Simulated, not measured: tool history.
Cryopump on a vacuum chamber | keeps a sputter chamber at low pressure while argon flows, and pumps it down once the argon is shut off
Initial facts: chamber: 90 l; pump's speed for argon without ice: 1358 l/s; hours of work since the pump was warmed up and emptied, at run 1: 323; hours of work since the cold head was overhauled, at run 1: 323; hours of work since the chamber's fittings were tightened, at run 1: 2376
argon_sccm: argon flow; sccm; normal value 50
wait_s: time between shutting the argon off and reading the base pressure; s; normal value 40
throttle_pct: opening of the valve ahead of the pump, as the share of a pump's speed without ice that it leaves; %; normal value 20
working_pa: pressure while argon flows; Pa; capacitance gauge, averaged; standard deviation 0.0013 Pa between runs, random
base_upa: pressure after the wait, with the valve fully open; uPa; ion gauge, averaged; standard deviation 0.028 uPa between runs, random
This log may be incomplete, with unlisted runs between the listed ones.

| run | day | argon_sccm | wait_s | throttle_pct | hours of work since the pump was warmed up and emptied | hours of work since the cold head was overhauled | hours of work since the chamber's fittings were tightened | working_pa | base_upa |
|---|---|---|---|---|---|---|---|---|---|
| 1 | 0 | 50 | 40 | 20 | 323 | 323 | 2376 | 0.3404 | 1.8 |
| 2 | 0.562 | 50 | 40 | 20 | 329 | 329 | 2382 | 0.337 | 1.81 |
| 3 | 1.308 | 50 | 151 | 20 | 336 | 336 | 2389 | 0.3391 | 1 |
| 4 | 2.083 | 50 | 40 | 20 | 343 | 343 | 2396 | 0.3403 | 1.79 |
| 5 | 2.954 | 50 | 40 | 20 | 352 | 352 | 2405 | 0.343 | 1.74 |
| 6 | 3.496 | 50 | 40 | 20 | 357 | 357 | 2410 | 0.3426 | 1.71 |
| 7 | 4.438 | 30 | 40 | 20 | 366 | 366 | 2419 | 0.2068 | 1.77 |
|  | 5.229 | pump warmed up, emptied and cooled again |
| 8 | 5.833 | 30 | 40 | 20 | 6 | 378 | 2431 | 0.1867 | 1.54 |
| 9 | 6.612 | 50 | 40 | 20 | 13 | 385 | 2438 | 0.3149 | 1.6 |
| 10 | 7.821 | 50 | 40 | 20 | 25 | 397 | 2450 | 0.3124 | 1.62 |
| 11 | 8.679 | 50 | 40 | 20 | 34 | 406 | 2459 | 0.3135 | 1.52 |
| 12 | 9.325 | 50 | 40 | 20 | 40 | 412 | 2465 | 0.3131 | 1.62 |
| 13 | 10.558 | 50 | 40 | 20 | 52 | 424 | 2477 | 0.3139 | 1.57 |
| 14 | 11.788 | 50 | 40 | 20 | 64 | 436 | 2489 | 0.3145 | 1.57 |
| 15 | 12.692 | 50 | 40 | 20 | 73 | 445 | 2498 | 0.3161 | 1.61 |
| 16 | 13.392 | 50 | 40 | 20 | 79 | 451 | 2504 | 0.3167 | 1.57 |
| 17 | 14.567 | 50 | 40 | 20 | 91 | 463 | 2516 | 0.3183 | 1.61 |
| 18 | 15.758 | 84 | 40 | 20 | 102 | 474 | 2527 | 0.5333 | 1.64 |
| 19 | 16.8 | 84 | 89 | 49 | 113 | 485 | 2538 | 0.2297 | 1.06 |
| 20 | 17.325 | 23 | 54 | 33 | 118 | 490 | 2543 | 0.0908 | 1.34 |
| 21 | 18.321 | 50 | 40 | 49 | 127 | 499 | 2552 | 0.1372 | 1.64 |
| 22 | 19.012 | 34 | 39 | 39 | 134 | 506 | 2559 | 0.1155 | 1.65 |
| 23 | 20.154 | 34 | 39 | 39 | 145 | 517 | 2570 | 0.1164 | 1.66 |
| 24 | 20.767 | 55 | 154 | 22 | 151 | 523 | 2576 | 0.326 | 0.84 |
| 25 | 21.796 | 50 | 40 | 38 | 161 | 533 | 2586 | 0.1759 | 1.68 |
| 26 | 22.808 | 50 | 35 | 17 | 171 | 543 | 2596 | 0.3806 | 1.8 |
| 27 | 23.425 | 38 | 185 | 27 | 177 | 549 | 2602 | 0.1851 | 0.82 |
| 28 | 24.133 | 50 | 200 | 25 | 184 | 556 | 2609 | 0.2626 | 0.84 |

Predict the results of run 29:
| 29 | 24.779 | 25 | 69 | 24 | 190 | 562 | 2615 | ? | ? |

working_pa: 0.1358 Pa
base_upa: 1.14 uPa
With the hidden condition absent and the run-to-run variation left alone, this run would have shown working_pa 0.1286 Pa, base_upa 0.79 uPa.
